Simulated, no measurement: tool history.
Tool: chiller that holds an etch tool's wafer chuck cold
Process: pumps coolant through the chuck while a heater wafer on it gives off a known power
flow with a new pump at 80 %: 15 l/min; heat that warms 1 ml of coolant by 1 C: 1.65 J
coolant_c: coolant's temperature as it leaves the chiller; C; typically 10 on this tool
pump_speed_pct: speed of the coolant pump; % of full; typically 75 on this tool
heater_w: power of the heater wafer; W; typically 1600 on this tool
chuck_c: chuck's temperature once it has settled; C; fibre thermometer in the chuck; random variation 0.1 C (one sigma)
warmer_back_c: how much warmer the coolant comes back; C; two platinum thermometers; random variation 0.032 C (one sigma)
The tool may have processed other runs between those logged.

Run 1, hour 0.0: usual settings. Result: chuck_c 24.6 C, warmer_back_c 4.18 C.
Run 2, hour 16.0: usual settings but heater_w 1229 W. Result: chuck_c 21.3 C, warmer_back_c 3.17 C.
Run 3, hour 43.7: usual settings but heater_w 1058 W. Result: chuck_c 19.5 C, warmer_back_c 2.82 C.
Run 4, hour 71.1: usual settings. Result: chuck_c 24.6 C, warmer_back_c 4.11 C.
Run 5, hour 92.1: usual settings. Result: chuck_c 24.6 C, warmer_back_c 4.13 C.
Run 6, hour 107.7: usual settings. Result: chuck_c 24.6 C, warmer_back_c 4.18 C.
Run 7, hour 121.9: usual settings but heater_w 1444 W. Result: chuck_c 23.1 C, warmer_back_c 3.74 C.
At hour 129.7: coolant pump overhauled.
Run 8, hour 140.9: usual settings. Result: chuck_c 24.7 C, warmer_back_c 4.16 C.
Run 9, hour 157.0: usual settings. Result: chuck_c 24.7 C, warmer_back_c 4.17 C.
Run 10, hour 182.7: usual settings. Result: chuck_c 24.6 C, warmer_back_c 4.21 C.
Run 11, hour 199.7: usual settings. Result: chuck_c 24.8 C, warmer_back_c 4.16 C.
Run 12, hour 227.5: usual settings but coolant_c 0 C. Result: chuck_c 14.8 C, warmer_back_c 4.19 C.
Run 13, hour 256.7: usual settings but coolant_c 20 C, heater_w 1626 W. Result: chuck_c 35.0 C, warmer_back_c 4.27 C.
Run 14, hour 274.6: usual settings but coolant_c 18 C, pump_speed_pct 98 % of full. Result: chuck_c 30.4 C, warmer_back_c 3.23 C.
Run 15, hour 295.9: usual settings but coolant_c 6 C, heater_w 1588 W. Result: chuck_c 20.7 C, warmer_back_c 4.13 C.
At hour 319.7: coolant pump overhauled, once more.
Run 16, hour 326.7: usual settings but coolant_c 6 C, heater_w 1588 W. Result: chuck_c 20.4 C, warmer_back_c 4.10 C.
Run 17, hour 355.1: usual settings but coolant_c 6 C, heater_w 1588 W. Result: chuck_c 20.7 C, warmer_back_c 4.03 C.
Run 18, hour 373.0: usual settings but coolant_c 4 C, heater_w 1763 W. Result: chuck_c 20.3 C, warmer_back_c 4.55 C.
Run 19, hour 388.0: usual settings but coolant_c 4 C, heater_w 1763 W. Result: chuck_c 20.4 C, warmer_back_c 4.53 C.
Run 20, hour 406.3: usual settings but heater_w 1529 W. Result: chuck_c 24.0 C, warmer_back_c 3.95 C.
Run 21, hour 435.8: usual settings but coolant_c 0 C, pump_speed_pct 67 % of full, heater_w 1303 W. Result: chuck_c 12.9 C, warmer_back_c 3.77 C.
Run 22, hour 455.0: usual settings but coolant_c 0 C, pump_speed_pct 67 % of full, heater_w 1303 W. Result: chuck_c 12.9 C, warmer_back_c 3.80 C.
Run 23, hour 479.3: usual settings but coolant_c 8 C, pump_speed_pct 85 % of full, heater_w 861 W. Result: chuck_c 15.4 C, warmer_back_c 2.01 C.
Run 24, hour 504.2: usual settings but coolant_c 8 C, pump_speed_pct 85 % of full, heater_w 2046 W. Result: chuck_c 25.5 C, warmer_back_c 4.66 C.

Difference, measured minus no-hidden-state, one row per run. Run-to-run variation is common to both terms; the gauge's own scatter need not be:
The tool's hidden condition here consists of: heat passed by the chuck's channels, % of clean ones'; flow at a given pump speed, % of a new pump's; coolant's true temperature over the reading, C; drift of the gauge itself on chuck_c, C; drift of the gauge itself on warmer_back_c, C.
run  chuck_c  warmer_back_c
  1     +1.9          +0.02
  2     +1.5          +0.01
  3     +1.3          +0.01
  4     +2.0          +0.02
  5     +2.0          +0.02
  6     +2.0          +0.02
  7     +1.8          +0.02
  8     +2.1          +0.04
  9     +2.0          +0.04
 10     +2.1          +0.04
 11     +2.1          +0.04
 12     +2.1          +0.04
 13     +2.1          +0.04
 14     +1.8          +0.04
 15     +2.1          +0.05
 16     +2.0          -0.01
 17     +2.0          -0.02
 18     +2.3          -0.01
 19     +2.3          -0.01
 20     +2.0          +0.00
 21     +1.8          -0.01
 22     +1.8          +0.00
 23     +1.0          +0.00
 24     +2.5          +0.00
